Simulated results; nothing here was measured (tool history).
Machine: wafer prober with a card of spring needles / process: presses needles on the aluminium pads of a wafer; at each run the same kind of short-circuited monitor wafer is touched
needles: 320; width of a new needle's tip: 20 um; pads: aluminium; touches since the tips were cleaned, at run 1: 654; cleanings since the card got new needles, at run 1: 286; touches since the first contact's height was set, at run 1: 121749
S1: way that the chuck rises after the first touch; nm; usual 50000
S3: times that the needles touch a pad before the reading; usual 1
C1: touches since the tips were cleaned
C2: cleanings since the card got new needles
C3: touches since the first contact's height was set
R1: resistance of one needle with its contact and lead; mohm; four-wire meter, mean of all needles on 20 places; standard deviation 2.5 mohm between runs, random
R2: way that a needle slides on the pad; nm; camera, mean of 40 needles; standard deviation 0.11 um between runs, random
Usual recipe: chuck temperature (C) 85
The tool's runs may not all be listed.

run 1 hour=0 | S1=50000 chuck_temperature_(C)=85 S3=1 | C1=654 C2=286 C3=121749 | R1=290 R2=6800
-- hour=2.7 tips cleaned on abrasive film
-- hour=6.3 tips cleaned on abrasive film
-- hour=10.7 tips cleaned on abrasive film
-- hour=15.1 tips cleaned on abrasive film
-- hour=18.7 tips cleaned on abrasive film
-- hour=22.2 tips cleaned on abrasive film
-- hour=25.8 tips cleaned on abrasive film
-- hour=30.2 tips cleaned on abrasive film
-- hour=33.8 tips cleaned on abrasive film
-- hour=37.3 tips cleaned on abrasive film
-- hour=40.9 tips cleaned on abrasive film
-- hour=45.3 tips cleaned on abrasive film
-- hour=48.9 tips cleaned on abrasive film
-- hour=52.5 tips cleaned on abrasive film
run 2 hour=53.1 | S1=34000 chuck_temperature_(C)=85 S3=1 | C1=394 C2=300 C3=154473 | R1=307 R2=4880
-- hour=56.6 tips cleaned on abrasive film
-- hour=60.2 tips cleaned on abrasive film
-- hour=63.8 tips cleaned on abrasive film
-- hour=68.2 tips cleaned on abrasive film
-- hour=72.6 tips cleaned on abrasive film
-- hour=76.2 tips cleaned on abrasive film
-- hour=79.7 tips cleaned on abrasive film
-- hour=83.3 tips cleaned on abrasive film
-- hour=87.7 tips cleaned on abrasive film
-- hour=91.3 tips cleaned on abrasive film
-- hour=94.8 tips cleaned on abrasive film
-- hour=98.4 tips cleaned on abrasive film
-- hour=102.8 tips cleaned on abrasive film
-- hour=106.4 tips cleaned on abrasive film
-- hour=110 tips cleaned on abrasive film
-- hour=111.1 height of the first contact set anew
-- hour=113.8 tips cleaned on abrasive film
-- hour=117.4 tips cleaned on abrasive film
-- hour=121.8 tips cleaned on abrasive film
-- hour=125.4 tips cleaned on abrasive film
-- hour=128.9 tips cleaned on abrasive film
-- hour=132.5 tips cleaned on abrasive film
-- hour=136.9 tips cleaned on abrasive film
-- hour=141.3 tips cleaned on abrasive film
-- hour=144.9 tips cleaned on abrasive film
run 3 hour=146.8 | S1=50000 chuck_temperature_(C)=85 S3=2 | C1=1194 C2=324 C3=22017 | R1=291 R2=6830
-- hour=148.6 tips cleaned on abrasive film
-- hour=152.2 tips cleaned on abrasive film
-- hour=155.7 tips cleaned on abrasive film
-- hour=159.3 tips cleaned on abrasive film
-- hour=163.7 tips cleaned on abrasive film
-- hour=168.2 tips cleaned on abrasive film
-- hour=171.7 tips cleaned on abrasive film
-- hour=176.1 tips cleaned on abrasive film
-- hour=180.6 tips cleaned on abrasive film
-- hour=185 tips cleaned on abrasive film
-- hour=188.6 tips cleaned on abrasive film
run 4 hour=190.9 | S1=50000 chuck_temperature_(C)=85 S3=1 | C1=1463 C2=335 C3=49230 | R1=290 R2=7110
-- hour=192.7 tips cleaned on abrasive film
-- hour=196.3 tips cleaned on abrasive film
-- hour=199.8 tips cleaned on abrasive film
-- hour=204.2 tips cleaned on abrasive film
-- hour=208.7 tips cleaned on abrasive film
-- hour=212.2 tips cleaned on abrasive film
-- hour=215.8 tips cleaned on abrasive film
-- hour=219.4 tips cleaned on abrasive film
-- hour=223.8 tips cleaned on abrasive film
-- hour=227.3 tips cleaned on abrasive film
-- hour=230.9 tips cleaned on abrasive film
-- hour=235.3 tips cleaned on abrasive film
-- hour=239.8 tips cleaned on abrasive film
-- hour=243.3 tips cleaned on abrasive film
-- hour=246.9 tips cleaned on abrasive film
-- hour=250.4 tips cleaned on abrasive film
-- hour=254 tips cleaned on abrasive film
-- hour=258.4 tips cleaned on abrasive film
-- hour=262 tips cleaned on abrasive film
-- hour=265.5 tips cleaned on abrasive film
-- hour=269.1 tips cleaned on abrasive film
-- hour=272.7 tips cleaned on abrasive film
-- hour=276.2 tips cleaned on abrasive film
-- hour=279.8 tips cleaned on abrasive film
run 5 hour=280.8 | S1=50000 chuck_temperature_(C)=85 S3=1 | C1=607 C2=359 C3=104632 | R1=292 R2=6870
-- hour=283.5 tips cleaned on abrasive film
-- hour=287.9 tips cleaned on abrasive film
-- hour=291.4 tips cleaned on abrasive film
-- hour=295.9 tips cleaned on abrasive film
-- hour=300.3 tips cleaned on abrasive film
-- hour=303.9 tips cleaned on abrasive film
-- hour=307.4 tips cleaned on abrasive film
-- hour=311 tips cleaned on abrasive film
-- hour=315.4 tips cleaned on abrasive film
-- hour=319 tips cleaned on abrasive film
-- hour=322.5 tips cleaned on abrasive film
-- hour=326.1 tips cleaned on abrasive film
-- hour=329.6 tips cleaned on abrasive film
-- hour=334.1 tips cleaned on abrasive film
-- hour=337.6 tips cleaned on abrasive film
-- hour=341.2 tips cleaned on abrasive film
-- hour=344.8 tips cleaned on abrasive film
-- hour=349.2 tips cleaned on abrasive film
-- hour=352.7 tips cleaned on abrasive film
-- hour=356.3 tips cleaned on abrasive film
-- hour=359.9 tips cleaned on abrasive film
run 6 hour=359.9 | S1=50000 chuck_temperature_(C)=85 S3=1 | C1=34 C2=380 C3=153434 | R1=287 R2=6920
-- hour=363.5 tips cleaned on abrasive film
-- hour=367 tips cleaned on abrasive film
-- hour=370.6 tips cleaned on abrasive film
-- hour=375 tips cleaned on abrasive film
-- hour=378.6 tips cleaned on abrasive film
-- hour=382.2 tips cleaned on abrasive film
-- hour=386.6 tips cleaned on abrasive film
-- hour=390.1 tips cleaned on abrasive film
-- hour=394.6 tips cleaned on abrasive film
-- hour=398.1 tips cleaned on abrasive film
-- hour=402.6 tips cleaned on abrasive film
-- hour=406.1 tips cleaned on abrasive film
-- hour=409.7 tips cleaned on abrasive film
-- hour=414.1 tips cleaned on abrasive film
-- hour=417.7 tips cleaned on abrasive film
-- hour=419.7 height of the first contact set anew
-- hour=422.4 tips cleaned on abrasive film
-- hour=426 tips cleaned on abrasive film
run 7 hour=429.3 | S1=50000 chuck_temperature_(C)=85 S3=1 | C1=2137 C2=397 C3=5973 | R1=289 R2=6830
-- hour=430.3 tips cleaned on abrasive film
-- hour=433.9 tips cleaned on abrasive film
-- hour=437.4 tips cleaned on abrasive film
-- hour=441 tips cleaned on abrasive film
-- hour=445.4 tips cleaned on abrasive film
-- hour=449 tips cleaned on abrasive film
-- hour=452.5 tips cleaned on abrasive film
-- hour=457 tips cleaned on abrasive film
-- hour=460.5 tips cleaned on abrasive film
-- hour=464.1 tips cleaned on abrasive film
-- hour=468.5 tips cleaned on abrasive film
-- hour=472.9 tips cleaned on abrasive film
-- hour=477.4 tips cleaned on abrasive film
-- hour=481.8 tips cleaned on abrasive film
-- hour=485.3 tips cleaned on abrasive film
-- hour=489.8 tips cleaned on abrasive film
-- hour=494.2 tips cleaned on abrasive film
-- hour=497.8 tips cleaned on abrasive film
-- hour=502.2 tips cleaned on abrasive film
-- hour=505.7 tips cleaned on abrasive film
-- hour=509.3 tips cleaned on abrasive film
run 8 hour=511.7 | S1=50000 chuck_temperature_(C)=85 S3=1 | C1=1499 C2=418 C3=56787 | R1=290 R2=7110
-- hour=513.5 tips cleaned on abrasive film
-- hour=517.1 tips cleaned on abrasive film
-- hour=520.6 tips cleaned on abrasive film
-- hour=525.1 tips cleaned on abrasive film
-- hour=529.5 tips cleaned on abrasive film
-- hour=533.9 tips cleaned on abrasive film
-- hour=537.5 tips cleaned on abrasive film
-- hour=541 tips cleaned on abrasive film
-- hour=545.5 tips cleaned on abrasive film
-- hour=549.9 tips cleaned on abrasive film
-- hour=553.4 tips cleaned on abrasive film
-- hour=557 tips cleaned on abrasive film
-- hour=560.6 tips cleaned on abrasive film
-- hour=565 tips cleaned on abrasive film
-- hour=569.4 tips cleaned on abrasive film
-- hour=573 tips cleaned on abrasive film
-- hour=577.4 tips cleaned on abrasive film
run 9 hour=577.4 | S1=49000 chuck_temperature_(C)=67 S3=1 | C1=0 C2=435 C3=97320 | R1=285 R2=6930
-- hour=581.8 tips cleaned on abrasive film
-- hour=586.2 tips cleaned on abrasive film
-- hour=589.8 tips cleaned on abrasive film
-- hour=593.4 tips cleaned on abrasive film
-- hour=597.8 tips cleaned on abrasive film
-- hour=601.3 tips cleaned on abrasive film
-- hour=604.9 tips cleaned on abrasive film
-- hour=616.9 card fitted with new needles
-- hour=621.3 tips cleaned on abrasive film
-- hour=624.9 tips cleaned on abrasive film
-- hour=628.5 tips cleaned on abrasive film
run 10 hour=631.8 | S1=33000 chuck_temperature_(C)=51 S3=1 | C1=2132 C2=3 C3=9256 | R1=293 R2=4460
-- hour=632.8 tips cleaned on abrasive film
-- hour=637.2 tips cleaned on abrasive film
-- hour=641.6 tips cleaned on abrasive film
-- hour=646.1 tips cleaned on abrasive film
-- hour=649.6 tips cleaned on abrasive film
-- hour=654.1 tips cleaned on abrasive film
-- hour=658.5 tips cleaned on abrasive film
-- hour=662 tips cleaned on abrasive film
-- hour=665.6 tips cleaned on abrasive film
-- hour=669.2 tips cleaned on abrasive film
-- hour=672.7 tips cleaned on abrasive film
-- hour=677.2 tips cleaned on abrasive film
-- hour=680.7 tips cleaned on abrasive film
-- hour=685.1 tips cleaned on abrasive film
-- hour=688.7 tips cleaned on abrasive film
-- hour=693.1 tips cleaned on abrasive film
-- hour=696.7 tips cleaned on abrasive film
-- hour=700.3 tips cleaned on abrasive film
-- hour=704.7 tips cleaned on abrasive film
-- hour=709.1 tips cleaned on abrasive film
run 11 hour=712.1 | S1=35000 chuck_temperature_(C)=68 S3=2 | C1=1866 C2=23 C3=58793 | R1=295 R2=4980
-- hour=713 tips cleaned on abrasive film
-- hour=717.4 tips cleaned on abrasive film
-- hour=721 tips cleaned on abrasive film
-- hour=724.6 tips cleaned on abrasive film
-- hour=728.1 tips cleaned on abrasive film
-- hour=732.6 tips cleaned on abrasive film
-- hour=736.1 tips cleaned on abrasive film
-- hour=739.7 tips cleaned on abrasive film
-- hour=743.2 tips cleaned on abrasive film
-- hour=747.7 tips cleaned on abrasive film
-- hour=751.2 tips cleaned on abrasive film
-- hour=754.8 tips cleaned on abrasive film
-- hour=758.4 tips cleaned on abrasive film
-- hour=762.8 tips cleaned on abrasive film
-- hour=766.3 tips cleaned on abrasive film
-- hour=769.9 tips cleaned on abrasive film
-- hour=774.3 tips cleaned on abrasive film
-- hour=777.9 tips cleaned on abrasive film
-- hour=781.5 tips cleaned on abrasive film
-- hour=785 tips cleaned on abrasive film
-- hour=789.4 tips cleaned on abrasive film
run 12 hour=789.4 | S1=35000 chuck_temperature_(C)=68 S3=2 | C1=0 C2=44 C3=106439 | R1=302 R2=5040
-- hour=793 tips cleaned on abrasive film
-- hour=796.5 tips cleaned on abrasive film
-- hour=800.9 tips cleaned on abrasive film
-- hour=804.5 tips cleaned on abrasive film
-- hour=808.1 tips cleaned on abrasive film
-- hour=812.5 tips cleaned on abrasive film
-- hour=816.1 tips cleaned on abrasive film
-- hour=820.5 tips cleaned on abrasive film
-- hour=824.9 tips cleaned on abrasive film
-- hour=828.5 tips cleaned on abrasive film
-- hour=832.9 tips cleaned on abrasive film
-- hour=837.3 tips cleaned on abrasive film
-- hour=840.9 tips cleaned on abrasive film
-- hour=844.4 tips cleaned on abrasive film
-- hour=848.9 tips cleaned on abrasive film
-- hour=852.4 tips cleaned on abrasive film
-- hour=856.9 tips cleaned on abrasive film
-- hour=861.3 tips cleaned on abrasive film
-- hour=865.7 tips cleaned on abrasive film
-- hour=869.3 tips cleaned on abrasive film
-- hour=872.8 tips cleaned on abrasive film
-- hour=876.4 tips cleaned on abrasive film
run 13 hour=876.9 | S1=67000 chuck_temperature_(C)=32 S3=2 | C1=308 C2=66 C3=160446 | R1=260 R2=9430

Consider 3 possible next runs. They are alternatives, not a sequence: every one starts from the tool as it was left by run 13. What does each give?
-- hour=880.4 tips cleaned on abrasive film
-- hour=884 tips cleaned on abrasive film
-- hour=888.4 tips cleaned on abrasive film
-- hour=892.9 tips cleaned on abrasive film
-- hour=896.4 tips cleaned on abrasive film
-- hour=900 tips cleaned on abrasive film
-- hour=904.4 tips cleaned on abrasive film
-- hour=908.8 tips cleaned on abrasive film
-- hour=912.4 tips cleaned on abrasive film
run A hour=914.6 | S1=46000 chuck_temperature_(C)=41 S3=1 | C1=1369 C2=75 C3=183733 | R1=? R2=?
-- hour=880.4 tips cleaned on abrasive film
-- hour=884 tips cleaned on abrasive film
-- hour=888.4 tips cleaned on abrasive film
-- hour=892.9 tips cleaned on abrasive film
-- hour=896.4 tips cleaned on abrasive film
-- hour=900 tips cleaned on abrasive film
-- hour=904.4 tips cleaned on abrasive film
-- hour=908.8 tips cleaned on abrasive film
-- hour=912.4 tips cleaned on abrasive film
run B hour=914.6 | S1=50000 chuck_temperature_(C)=85 S3=3 | C1=1369 C2=75 C3=183733 | R1=? R2=?
-- hour=880.4 tips cleaned on abrasive film
-- hour=884 tips cleaned on abrasive film
-- hour=888.4 tips cleaned on abrasive film
-- hour=892.9 tips cleaned on abrasive film
-- hour=896.4 tips cleaned on abrasive film
-- hour=900 tips cleaned on abrasive film
-- hour=904.4 tips cleaned on abrasive film
-- hour=908.8 tips cleaned on abrasive film
-- hour=912.4 tips cleaned on abrasive film
run C hour=914.6 | S1=50000 chuck_temperature_(C)=85 S3=1 | C1=1369 C2=75 C3=183733 | R1=? R2=?

run=A R1=277 R2=6450
run=B R1=289 R2=7140
run=C R1=284 R2=7120
Without the tool's hidden state the same runs would have given:
run=A R1=277 R2=6450
run=B R1=289 R2=7150
run=C R1=284 R2=7130
